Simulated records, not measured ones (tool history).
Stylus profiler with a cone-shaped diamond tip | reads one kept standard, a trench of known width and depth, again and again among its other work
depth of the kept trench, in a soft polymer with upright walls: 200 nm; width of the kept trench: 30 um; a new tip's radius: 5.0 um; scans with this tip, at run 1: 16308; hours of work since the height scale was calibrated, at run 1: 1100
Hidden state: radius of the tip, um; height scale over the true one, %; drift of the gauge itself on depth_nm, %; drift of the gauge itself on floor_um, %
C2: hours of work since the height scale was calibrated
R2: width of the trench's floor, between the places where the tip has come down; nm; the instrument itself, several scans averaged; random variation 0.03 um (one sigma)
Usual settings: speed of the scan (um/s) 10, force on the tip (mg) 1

{"run": 1, "hour": 0.0, "speed of the scan (um/s)": 10, "force on the tip (mg)": 1, "scans with this tip": 16308, "C2": 1100, "depth of the trench (nm)": 201.82, "R2": 27130}
{"run": 2, "hour": 37.6, "speed of the scan (um/s)": 10, "force on the tip (mg)": 1, "scans with this tip": 16672, "C2": 1124, "depth of the trench (nm)": 201.83, "R2": 27100}
{"run": 3, "hour": 59.5, "speed of the scan (um/s)": 8, "force on the tip (mg)": 1, "scans with this tip": 16883, "C2": 1138, "depth of the trench (nm)": 201.96, "R2": 27070}
{"run": 4, "hour": 84.0, "speed of the scan (um/s)": 8, "force on the tip (mg)": 1, "scans with this tip": 17120, "C2": 1154, "depth of the trench (nm)": 201.81, "R2": 27120}
{"run": 5, "hour": 125.2, "speed of the scan (um/s)": 8, "force on the tip (mg)": 1, "scans with this tip": 17518, "C2": 1181, "depth of the trench (nm)": 201.93, "R2": 27140}
{"run": 6, "hour": 158.4, "speed of the scan (um/s)": 10, "force on the tip (mg)": 1, "scans with this tip": 17839, "C2": 1203, "depth of the trench (nm)": 201.83, "R2": 27150}
{"run": 7, "hour": 194.8, "speed of the scan (um/s)": 10, "force on the tip (mg)": 0.95, "scans with this tip": 18191, "C2": 1227, "depth of the trench (nm)": 202, "R2": 27090}
{"run": 8, "hour": 218.6, "speed of the scan (um/s)": 10, "force on the tip (mg)": 1, "scans with this tip": 18421, "C2": 1242, "depth of the trench (nm)": 201.92, "R2": 27060}
{"run": 9, "hour": 264.1, "speed of the scan (um/s)": 10, "force on the tip (mg)": 1, "scans with this tip": 18861, "C2": 1272, "depth of the trench (nm)": 201.87, "R2": 27180}
{"run": 10, "hour": 312.1, "speed of the scan (um/s)": 10, "force on the tip (mg)": 2.93, "scans with this tip": 19325, "C2": 1303, "depth of the trench (nm)": 203.96, "R2": 27110}
{"run": 11, "hour": 341.4, "speed of the scan (um/s)": 4, "force on the tip (mg)": 1, "scans with this tip": 19608, "C2": 1322, "depth of the trench (nm)": 201.82, "R2": 27100}
{"run": 12, "hour": 375.5, "speed of the scan (um/s)": 4, "force on the tip (mg)": 1, "scans with this tip": 19937, "C2": 1344, "depth of the trench (nm)": 201.9, "R2": 27230}
{"hour": 410.2, "done": "new tip fitted, height scale calibrated"}
{"run": 13, "hour": 410.2, "speed of the scan (um/s)": 4, "force on the tip (mg)": 1, "scans with this tip": 0, "C2": 0, "depth of the trench (nm)": 201.96, "R2": 27210}
{"run": 14, "hour": 442.9, "speed of the scan (um/s)": 4, "force on the tip (mg)": 0.4, "scans with this tip": 317, "C2": 21, "depth of the trench (nm)": 201.11, "R2": 27120}
{"run": 15, "hour": 477.0, "speed of the scan (um/s)": 4, "force on the tip (mg)": 0.4, "scans with this tip": 646, "C2": 44, "depth of the trench (nm)": 201.02, "R2": 27160}
{"run": 16, "hour": 519.9, "speed of the scan (um/s)": 4, "force on the tip (mg)": 0.4, "scans with this tip": 1061, "C2": 72, "depth of the trench (nm)": 201.02, "R2": 27200}

The next listed run, before its measurement:
{"run": 17, "hour": 565.9, "speed of the scan (um/s)": 3, "force on the tip (mg)": 0.61, "scans with this tip": 1506, "C2": 102, "depth of the trench (nm)": "?", "R2": "?"}

depth of the trench (nm): 201.35
R2: 27150 nm
Without the tool's hidden state the same run would have given depth of the trench (nm) 201.34, R2 27150 nm.
